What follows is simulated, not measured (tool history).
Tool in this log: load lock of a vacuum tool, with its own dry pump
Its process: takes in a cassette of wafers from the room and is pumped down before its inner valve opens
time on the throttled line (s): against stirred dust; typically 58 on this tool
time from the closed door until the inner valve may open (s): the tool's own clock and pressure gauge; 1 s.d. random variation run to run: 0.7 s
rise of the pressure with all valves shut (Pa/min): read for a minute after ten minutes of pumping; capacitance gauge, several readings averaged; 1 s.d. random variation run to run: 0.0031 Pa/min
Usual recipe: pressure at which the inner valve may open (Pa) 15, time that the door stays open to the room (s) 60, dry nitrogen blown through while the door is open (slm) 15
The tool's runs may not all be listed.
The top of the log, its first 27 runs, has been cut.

| run | hour | time on the throttled line (s) | pressure at which the inner valve may open (Pa) | time that the door stays open to the room (s) | dry nitrogen blown through while the door is open (slm) | incoming humidity of the room's air, % | time from the closed door until the inner valve may open (s) | rise of the pressure with all valves shut (Pa/min) |
|---|---|---|---|---|---|---|---|---|
| 28 | 10070.8 | 56 | 15 | 60 | 38 | 40 | 113 | 0.26 |
| 29 | 10416.6 | 98 | 19 | 54 | 8 | 45.3 | 140.3 | 0.305 |
| 30 | 10776.1 | 98 | 19 | 54 | 8 | 46.2 | 141.3 | 0.307 |
| 31 | 10985 | 58 | 13 | 146 | 14 | 47.7 | 115.2 | 0.354 |
| 32 | 11287.4 | 48 | 14 | 102 | 34 | 46.3 | 107.6 | 0.315 |
| 33 | 11527.3 | 48 | 14 | 102 | 34 | 45.7 | 108.4 | 0.316 |
| 34 | 11819.3 | 48 | 14 | 102 | 34 | 46 | 107.3 | 0.335 |
| 35 | 12215.2 | 48 | 14 | 102 | 21 | 45.2 | 108 | 0.351 |
| 36 | 12637.9 | 58 | 23 | 60 | 15 | 47.7 | 112.2 | 0.352 |

Below are 4 alternative next runs, each starting from the tool's condition after run 36. Predict each:
| A | 12855.6 | 58 | 16 | 60 | 15 | 42.2 | ? | ? |
| B | 12855.6 | 33 | 16 | 209 | 15 | 46.6 | ? | ? |
| C | 12855.6 | 56 | 15 | 78 | 31 | 46.4 | ? | ? |
| D | 12855.6 | 38 | 23 | 59 | 15 | 46.1 | ? | ? |

| run | time from the closed door until the inner valve may open (s) | rise of the pressure with all valves shut (Pa/min) |
|---|---|---|
| A | 114.3 | 0.36 |
| B | 98 | 0.425 |
| C | 114 | 0.348 |
| D | 96.9 | 0.359 |
The same runs, with their run-to-run variation unchanged, on a tool lacking any hidden condition would have given:
| run | time from the closed door until the inner valve may open (s) | rise of the pressure with all valves shut (Pa/min) |
|---|---|---|
| A | 105 | 0.062 |
| B | 87.2 | 0.124 |
| C | 104.5 | 0.052 |
| D | 87.3 | 0.066 |

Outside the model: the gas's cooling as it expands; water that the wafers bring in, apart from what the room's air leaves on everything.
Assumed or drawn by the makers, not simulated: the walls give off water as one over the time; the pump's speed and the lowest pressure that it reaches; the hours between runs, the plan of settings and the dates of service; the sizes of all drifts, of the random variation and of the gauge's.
